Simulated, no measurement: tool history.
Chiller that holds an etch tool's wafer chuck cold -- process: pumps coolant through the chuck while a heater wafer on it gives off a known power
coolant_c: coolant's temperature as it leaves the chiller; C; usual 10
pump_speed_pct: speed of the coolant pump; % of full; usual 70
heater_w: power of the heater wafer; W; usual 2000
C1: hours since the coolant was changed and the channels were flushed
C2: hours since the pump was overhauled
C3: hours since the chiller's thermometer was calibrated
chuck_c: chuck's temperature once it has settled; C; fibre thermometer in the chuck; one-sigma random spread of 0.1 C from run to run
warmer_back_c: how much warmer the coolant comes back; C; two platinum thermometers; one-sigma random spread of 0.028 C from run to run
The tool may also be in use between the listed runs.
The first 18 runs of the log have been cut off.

{"run": 19, "hour": 1723.7, "coolant_c": 13, "pump_speed_pct": 70, "heater_w": 2000, "C1": 6987, "C2": 6169, "C3": 1026, "chuck_c": 33.0, "warmer_back_c": 5.76}
{"run": 20, "hour": 1786.6, "coolant_c": 13, "pump_speed_pct": 70, "heater_w": 2000, "C1": 7050, "C2": 6232, "C3": 1089, "chuck_c": 33.1, "warmer_back_c": 5.83}
{"run": 21, "hour": 1882.2, "coolant_c": 14, "pump_speed_pct": 77, "heater_w": 2946, "C1": 7146, "C2": 6328, "C3": 1185, "chuck_c": 41.8, "warmer_back_c": 7.66}
{"run": 22, "hour": 1974.0, "coolant_c": 10, "pump_speed_pct": 77, "heater_w": 1881, "C1": 7237, "C2": 6420, "C3": 1276, "chuck_c": 27.9, "warmer_back_c": 4.98}
{"run": 23, "hour": 2039.4, "coolant_c": 5, "pump_speed_pct": 95, "heater_w": 1197, "C1": 7303, "C2": 6485, "C3": 1342, "chuck_c": 15.0, "warmer_back_c": 2.63}
{"run": 24, "hour": 2128.5, "coolant_c": 11, "pump_speed_pct": 78, "heater_w": 1197, "C1": 7392, "C2": 6574, "C3": 1431, "chuck_c": 22.2, "warmer_back_c": 3.22}
{"hour": 2209.5, "done": "coolant changed, channels flushed"}
{"run": 25, "hour": 2240.1, "coolant_c": 11, "pump_speed_pct": 78, "heater_w": 1197, "C1": 31, "C2": 6680, "C3": 1536, "chuck_c": 22.3, "warmer_back_c": 3.19}
{"run": 26, "hour": 2298.3, "coolant_c": 14, "pump_speed_pct": 70, "heater_w": 1337, "C1": 89, "C2": 6738, "C3": 1595, "chuck_c": 27.4, "warmer_back_c": 3.99}
{"run": 27, "hour": 2394.3, "coolant_c": 9, "pump_speed_pct": 83, "heater_w": 2539, "C1": 185, "C2": 6834, "C3": 1691, "chuck_c": 31.9, "warmer_back_c": 6.18}
{"run": 28, "hour": 2485.0, "coolant_c": 10, "pump_speed_pct": 62, "heater_w": 1065, "C1": 275, "C2": 6925, "C3": 1781, "chuck_c": 21.6, "warmer_back_c": 3.57}
{"run": 29, "hour": 2564.9, "coolant_c": 10, "pump_speed_pct": 70, "heater_w": 2191, "C1": 355, "C2": 7005, "C3": 1861, "chuck_c": 32.0, "warmer_back_c": 6.39}
{"run": 30, "hour": 2652.9, "coolant_c": 20, "pump_speed_pct": 70, "heater_w": 2000, "C1": 443, "C2": 7093, "C3": 1949, "chuck_c": 40.1, "warmer_back_c": 5.85}
{"run": 31, "hour": 2719.7, "coolant_c": 8, "pump_speed_pct": 83, "heater_w": 1365, "C1": 510, "C2": 7159, "C3": 2016, "chuck_c": 20.3, "warmer_back_c": 3.42}
{"run": 32, "hour": 2841.0, "coolant_c": 16, "pump_speed_pct": 92, "heater_w": 1304, "C1": 631, "C2": 7281, "C3": 2137, "chuck_c": 27.0, "warmer_back_c": 2.97}
{"run": 33, "hour": 2913.4, "coolant_c": 11, "pump_speed_pct": 92, "heater_w": 1484, "C1": 704, "C2": 7353, "C3": 2210, "chuck_c": 23.4, "warmer_back_c": 3.41}

3 options for the next run, each taken on its own from the tool as it stands now. Forecast them:
{"run": "A", "hour": 3007.9, "coolant_c": 16, "pump_speed_pct": 92, "heater_w": 1177, "C1": 798, "C2": 7448, "C3": 2304, "chuck_c": "?", "warmer_back_c": "?"}
{"run": "B", "hour": 3007.9, "coolant_c": 10, "pump_speed_pct": 85, "heater_w": 2000, "C1": 798, "C2": 7448, "C3": 2304, "chuck_c": "?", "warmer_back_c": "?"}
{"run": "C", "hour": 3007.9, "coolant_c": 10, "pump_speed_pct": 73, "heater_w": 2993, "C1": 798, "C2": 7448, "C3": 2304, "chuck_c": "?", "warmer_back_c": "?"}

run=A chuck_c=26.0 warmer_back_c=2.79
run=B chuck_c=27.7 warmer_back_c=4.87
run=C chuck_c=39.3 warmer_back_c=8.27
The same runs, with their run-to-run variation unchanged, on a tool lacking any hidden condition would have given:
run=A chuck_c=26.0 warmer_back_c=2.56
run=B chuck_c=27.7 warmer_back_c=4.63
run=C chuck_c=39.3 warmer_back_c=8.03
